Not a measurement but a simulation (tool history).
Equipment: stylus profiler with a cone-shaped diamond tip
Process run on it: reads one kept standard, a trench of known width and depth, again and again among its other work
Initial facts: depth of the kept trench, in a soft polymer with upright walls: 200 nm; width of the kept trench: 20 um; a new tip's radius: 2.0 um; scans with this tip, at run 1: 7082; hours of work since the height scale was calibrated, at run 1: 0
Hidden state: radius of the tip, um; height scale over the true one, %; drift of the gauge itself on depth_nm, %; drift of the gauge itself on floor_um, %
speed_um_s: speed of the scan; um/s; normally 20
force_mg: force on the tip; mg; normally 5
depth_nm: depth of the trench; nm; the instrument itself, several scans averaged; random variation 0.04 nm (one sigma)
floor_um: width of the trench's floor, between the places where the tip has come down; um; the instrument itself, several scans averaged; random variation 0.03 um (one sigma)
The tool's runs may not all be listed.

run     day  speed_um_s  force_mg  scans with this tip  hours of work since the height scale was calibrated  depth_nm  floor_um
  1       0          20         5                 7082                                                    0    204.42     17.64
  2   2.867          20      2.15                 7488                                                   54    202.51     17.58
  3   4.846          20      2.15                 7768                                                   90    202.43     17.47
  4   7.471          20         5                 8140                                                  139    204.37     17.55
  5   9.775          20         5                 8467                                                  182    204.31     17.57
       10.8  -- new tip fitted, height scale calibrated
  6  11.642          55         5                  119                                                   16    204.43     18.18
  7  14.467          76         5                  519                                                   68    204.41     18.01
  8  15.838          20         5                  714                                                   94    204.34     18.17
  9  18.692          20         5                 1118                                                  147    204.33     18.12
 10  21.192          20         5                 1472                                                  194    204.31      18.1
 11  23.188          20         5                 1755                                                  231     204.3     18.06
 12  25.546          20      9.39                 2089                                                  275    206.58     18.03
 13  27.433          20      9.39                 2357                                                  310    206.47     18.03
 14  29.762          20     11.91                 2687                                                  354    207.68     17.99
 15  32.075          10      5.81                 3014                                                  397     204.6     17.99
 16  34.262          10     12.57                 3324                                                  438    207.91     17.97
 17  37.504          66      5.85                 3783                                                  498     204.6     17.72
 18  39.588          26      1.79                 4078                                                  537    201.91     17.86
 19  41.471          15      2.74                 4345                                                  572    202.67     17.79
 20  44.804          23      2.35                 4817                                                  634    202.35     17.75
 21  46.604          20      1.68                 5072                                                  668    201.81     17.82
 22  48.838          20      5.27                 5388                                                  709    204.21     17.77
 23  51.662          26       6.6                 5789                                                  762    204.81     17.74
 24  53.304          26       6.6                 6022                                                  793    204.89     17.71
 25  55.633          23      2.49                 6351                                                  836    202.38     17.65
 26  57.579          23      2.49                 6627                                                  873    202.25     17.65
       58.4  -- height scale calibrated on a step standard
 27  60.608          23      2.49                 7053                                                   41    202.87     17.64
 28  62.062          25     14.42                 7259                                                   68     209.1     17.64

Alternative continuations, all from the tool just after run 28; predict every row:
  A  64.233          19      8.62                 7567                                                  109         ?         ?
  B  64.233          11     13.96                 7567                                                  109         ?         ?
  C  64.233          26      2.87                 7567                                                  109         ?         ?
  D  64.233          11      5.19                 7567                                                  109         ?         ?
  E  64.233           9      2.99                 7567                                                  109         ?         ?

run  depth_nm  floor_um
  A    206.41     17.64
  B    208.83     17.61
  C    203.07     17.56
  D     204.6     17.68
  E    203.16     17.67
Had the tool no hidden state, the same runs would have come out as:
run  depth_nm  floor_um
  A    206.38     18.23
  B    208.79      18.2
  C    203.04     18.15
  D    204.56     18.27
  E    203.13     18.26

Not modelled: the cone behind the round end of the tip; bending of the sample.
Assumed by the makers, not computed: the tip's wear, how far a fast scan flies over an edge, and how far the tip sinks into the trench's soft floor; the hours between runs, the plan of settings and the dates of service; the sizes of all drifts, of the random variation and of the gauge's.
